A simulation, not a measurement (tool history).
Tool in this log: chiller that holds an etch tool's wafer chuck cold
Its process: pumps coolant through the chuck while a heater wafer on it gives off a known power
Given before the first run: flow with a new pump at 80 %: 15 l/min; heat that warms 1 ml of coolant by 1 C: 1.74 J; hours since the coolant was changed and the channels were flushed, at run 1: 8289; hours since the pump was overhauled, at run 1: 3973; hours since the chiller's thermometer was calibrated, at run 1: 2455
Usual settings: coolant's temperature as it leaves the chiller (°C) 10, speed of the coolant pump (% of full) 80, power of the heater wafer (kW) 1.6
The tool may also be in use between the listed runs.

| run | hour | coolant's temperature as it leaves the chiller (°C) | speed of the coolant pump (% of full) | power of the heater wafer (kW) | hours since the coolant was changed and the channels were flushed | hours since the pump was overhauled | hours since the chiller's thermometer was calibrated | chuck's temperature once it has settled (°C) | how much warmer the coolant comes back (C) |
|---|---|---|---|---|---|---|---|---|---|
| 1 | 0 | 10 | 80 | 1.6 | 8289 | 3973 | 2455 | 21.8 | 3.68 |
| 2 | 192.6 | 11 | 80 | 1.6 | 8482 | 4166 | 2648 | 22.6 | 3.63 |
| 3 | 360.7 | 11 | 80 | 1.6 | 8650 | 4334 | 2816 | 22.7 | 3.69 |
|  | 474.8 | chiller's thermometer calibrated |
| 4 | 476.6 | 11 | 80 | 1.6 | 8765 | 4449 | 2 | 22.7 | 3.71 |
| 5 | 672.1 | 11 | 80 | 1.6 | 8961 | 4644 | 197 | 22.4 | 3.68 |
| 6 | 772 | 11 | 80 | 1.6 | 9060 | 4744 | 297 | 22.7 | 3.69 |
| 7 | 858.1 | 11 | 80 | 1.6 | 9146 | 4830 | 383 | 22.7 | 3.64 |
|  | 994.5 | coolant changed, channels flushed |
| 8 | 1068.2 | 11 | 80 | 1.6 | 74 | 5034 | 587 | 22.7 | 3.74 |
| 9 | 1257.6 | 11 | 80 | 1.6 | 263 | 5224 | 777 | 22.6 | 3.67 |
| 10 | 1386.5 | 10 | 80 | 1.6 | 392 | 5352 | 906 | 21.8 | 3.64 |
| 11 | 1485.2 | 10 | 79 | 1.6 | 491 | 5451 | 1004 | 21.6 | 3.78 |
| 12 | 1656.9 | 10 | 79 | 1.097 | 662 | 5623 | 1176 | 18 | 2.55 |
| 13 | 1800.2 | 10 | 79 | 1.097 | 806 | 5766 | 1319 | 18.1 | 2.64 |
| 14 | 1996.1 | 10 | 80 | 1.963 | 1002 | 5962 | 1515 | 24.3 | 4.46 |
| 15 | 2132.8 | 10 | 80 | 1.6 | 1138 | 6099 | 1652 | 21.7 | 3.74 |
| 16 | 2287.7 | 10 | 62 | 1.6 | 1293 | 6254 | 1807 | 23.5 | 4.83 |
| 17 | 2455.6 | 10 | 73 | 2.091 | 1461 | 6422 | 1975 | 26.1 | 5.28 |
| 18 | 2540 | 1 | 73 | 2.091 | 1546 | 6506 | 2059 | 17.1 | 5.27 |
| 19 | 2715 | 1 | 73 | 2.091 | 1721 | 6681 | 2234 | 17 | 5.27 |
| 20 | 2862 | 10 | 81 | 1.489 | 1868 | 6828 | 2381 | 20.7 | 3.31 |
| 21 | 2950.1 | 10 | 97 | 1.28 | 1956 | 6916 | 2469 | 18.4 | 2.41 |
| 22 | 3074.5 | 10 | 70 | 1.587 | 2080 | 7041 | 2594 | 22.6 | 4.23 |
| 23 | 3238.3 | 10 | 67 | 1.587 | 2244 | 7204 | 2757 | 22.9 | 4.41 |
|  | 3418.8 | chiller's thermometer calibrated |
| 24 | 3441 | 0 | 64 | 1.576 | 2446 | 7406 | 22 | 13 | 4.62 |
| 25 | 3570.2 | 0 | 64 | 1.576 | 2575 | 7535 | 151 | 13 | 4.6 |
| 26 | 3738.7 | 8 | 64 | 1.576 | 2743 | 7704 | 320 | 21 | 4.63 |
| 27 | 3932.2 | 10 | 71 | 1.6 | 2937 | 7897 | 513 | 22.6 | 4.16 |
| 28 | 4050 | 10 | 82 | 1.179 | 3055 | 8015 | 631 | 18.6 | 2.65 |
| 29 | 4152.5 | 10 | 82 | 1.179 | 3157 | 8117 | 734 | 18.4 | 2.66 |
| 30 | 4295.5 | 10 | 82 | 1.179 | 3300 | 8261 | 877 | 18.4 | 2.67 |
| 31 | 4435.1 | 10 | 93 | 1.344 | 3440 | 8400 | 1016 | 18.8 | 2.59 |

Hidden condition of the tool, last listed run before each entry between runs versus first listed run after:
Run 3 -> run 4: chiller's thermometer calibrated (hour 474.8)
  no difference in the tool's unlogged condition between these two runs
Run 7 -> run 8: coolant changed, channels flushed (hour 994.5)
  heat passed by the chuck's channels, % of clean ones': 99.7 -> 100
Run 23 -> run 24: chiller's thermometer calibrated (hour 3418.8)
  no difference in the tool's unlogged condition between these two runs

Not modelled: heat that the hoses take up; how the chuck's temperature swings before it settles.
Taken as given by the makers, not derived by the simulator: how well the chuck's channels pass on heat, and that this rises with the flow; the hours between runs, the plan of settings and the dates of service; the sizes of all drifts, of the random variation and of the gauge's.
